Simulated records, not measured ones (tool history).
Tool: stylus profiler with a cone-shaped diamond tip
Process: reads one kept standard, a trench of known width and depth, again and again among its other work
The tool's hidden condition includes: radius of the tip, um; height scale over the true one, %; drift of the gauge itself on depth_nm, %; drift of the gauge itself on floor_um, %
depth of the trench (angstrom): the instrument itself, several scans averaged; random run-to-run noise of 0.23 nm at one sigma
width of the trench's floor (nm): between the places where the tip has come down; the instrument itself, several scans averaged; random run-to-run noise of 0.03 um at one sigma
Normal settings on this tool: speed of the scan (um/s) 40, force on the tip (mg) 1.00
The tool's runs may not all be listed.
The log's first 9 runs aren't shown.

| run | hour | speed of the scan (um/s) | force on the tip (mg) | scans with this tip | hours of work since the height scale was calibrated | depth of the trench (angstrom) | width of the trench's floor (nm) |
|---|---|---|---|---|---|---|---|
| 10 | 742.5 | 40 | 0.51 | 3927 | 299 | 10044.1 | 95680 |
|  | 771.6 | height scale calibrated on a step standard, once more |
| 11 | 835.9 | 40 | 0.67 | 4876 | 50 | 10059.8 | 95760 |
| 12 | 891.2 | 104 | 1.00 | 5440 | 93 | 10076.9 | 95220 |
| 13 | 942.1 | 26 | 1.00 | 5959 | 132 | 10076.3 | 95860 |
| 14 | 1039.4 | 26 | 1.00 | 6952 | 208 | 10076.1 | 95880 |
| 15 | 1103.4 | 26 | 1.00 | 7605 | 257 | 10076.8 | 95820 |
| 16 | 1152.7 | 35 | 1.00 | 8108 | 296 | 10072.4 | 95690 |
| 17 | 1233.6 | 40 | 0.42 | 8934 | 358 | 10029.7 | 95310 |

Run 18, settings as shown, results not yet in. Your forecast:
| 18 | 1309.7 | 40 | 0.42 | 9710 | 417 | ? | ? |

{"run 18": {"depth of the trench (angstrom)": 10028.6, "width of the trench's floor (nm)": 95310}}
Minus the tool's unlogged condition, the same run would have read depth of the trench (angstrom) 10045.2, width of the trench's floor (nm) 95930.
